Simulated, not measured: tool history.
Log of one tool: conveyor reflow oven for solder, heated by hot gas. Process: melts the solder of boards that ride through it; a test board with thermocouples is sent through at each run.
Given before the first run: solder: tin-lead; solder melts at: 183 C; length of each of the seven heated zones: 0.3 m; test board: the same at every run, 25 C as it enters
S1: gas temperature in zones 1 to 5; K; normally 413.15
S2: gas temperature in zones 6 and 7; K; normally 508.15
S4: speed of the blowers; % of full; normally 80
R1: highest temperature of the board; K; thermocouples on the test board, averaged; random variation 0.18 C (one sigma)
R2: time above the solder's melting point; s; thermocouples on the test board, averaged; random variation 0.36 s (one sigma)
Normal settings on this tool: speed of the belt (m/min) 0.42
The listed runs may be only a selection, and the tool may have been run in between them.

run 1 day=0 | S1=413.15 S2=508.15 speed_of_the_belt_(m/min)=0.42 S4=80 | R1=497.45 R2=72.3
-- day=0.283 flux residue cleaned out of gas plates and filters
run 2 day=1.071 | S1=413.15 S2=508.15 speed_of_the_belt_(m/min)=0.42 S4=62 | R1=493.35 R2=67.8
run 3 day=1.904 | S1=413.15 S2=508.15 speed_of_the_belt_(m/min)=0.42 S4=62 | R1=493.45 R2=67.5
run 4 day=2.688 | S1=413.15 S2=508.15 speed_of_the_belt_(m/min)=0.42 S4=62 | R1=492.95 R2=68
run 5 day=3.908 | S1=413.15 S2=508.15 speed_of_the_belt_(m/min)=0.42 S4=62 | R1=493.45 R2=67.5
run 6 day=4.75 | S1=413.15 S2=521.15 speed_of_the_belt_(m/min)=0.42 S4=80 | R1=509.65 R2=78.3
run 7 day=5.754 | S1=413.15 S2=521.15 speed_of_the_belt_(m/min)=0.42 S4=80 | R1=509.45 R2=78.9
run 8 day=6.946 | S1=403.15 S2=502.15 speed_of_the_belt_(m/min)=0.396 S4=70 | R1=490.45 R2=66.6
run 9 day=7.846 | S1=415.15 S2=510.15 speed_of_the_belt_(m/min)=0.474 S4=63 | R1=491.65 R2=59.2
run 10 day=8.904 | S1=413.15 S2=518.15 speed_of_the_belt_(m/min)=0.373 S4=80 | R1=509.55 R2=87.8
run 11 day=9.604 | S1=411.15 S2=518.15 speed_of_the_belt_(m/min)=0.466 S4=80 | R1=503.75 R2=66.6
run 12 day=10.958 | S1=411.15 S2=518.15 speed_of_the_belt_(m/min)=0.473 S4=73 | R1=501.55 R2=64.6
-- day=11.271 flux residue cleaned out of gas plates and filters
run 13 day=12.588 | S1=418.15 S2=511.15 speed_of_the_belt_(m/min)=0.404 S4=71 | R1=500.25 R2=78.6
run 14 day=13.429 | S1=411.15 S2=516.15 speed_of_the_belt_(m/min)=0.404 S4=75 | R1=504.55 R2=78.1

Each row is a separate what-if for the run after 14, all from the same tool condition, not one after another. Results?
run A day=14.292 | S1=413.15 S2=497.15 speed_of_the_belt_(m/min)=0.42 S4=80 | R1=? R2=?
run B day=14.292 | S1=411.15 S2=516.15 speed_of_the_belt_(m/min)=0.404 S4=51 | R1=? R2=?
run C day=14.292 | S1=424.15 S2=504.15 speed_of_the_belt_(m/min)=0.404 S4=63 | R1=? R2=?
run D day=14.292 | S1=411.15 S2=499.15 speed_of_the_belt_(m/min)=0.404 S4=75 | R1=? R2=?
run E day=14.292 | S1=415.15 S2=515.15 speed_of_the_belt_(m/min)=0.494 S4=80 | R1=? R2=?

run=A R1=487.45 R2=64.4
run=B R1=497.45 R2=72.3
run=C R1=492.75 R2=75.3
run=D R1=488.95 R2=67.9
run=E R1=500.35 R2=62.1
Without the tool's hidden state the same runs would have given:
run=A R1=487.45 R2=64.3
run=B R1=497.35 R2=72.2
run=C R1=492.65 R2=75.2
run=D R1=488.85 R2=67.8
run=E R1=500.35 R2=62
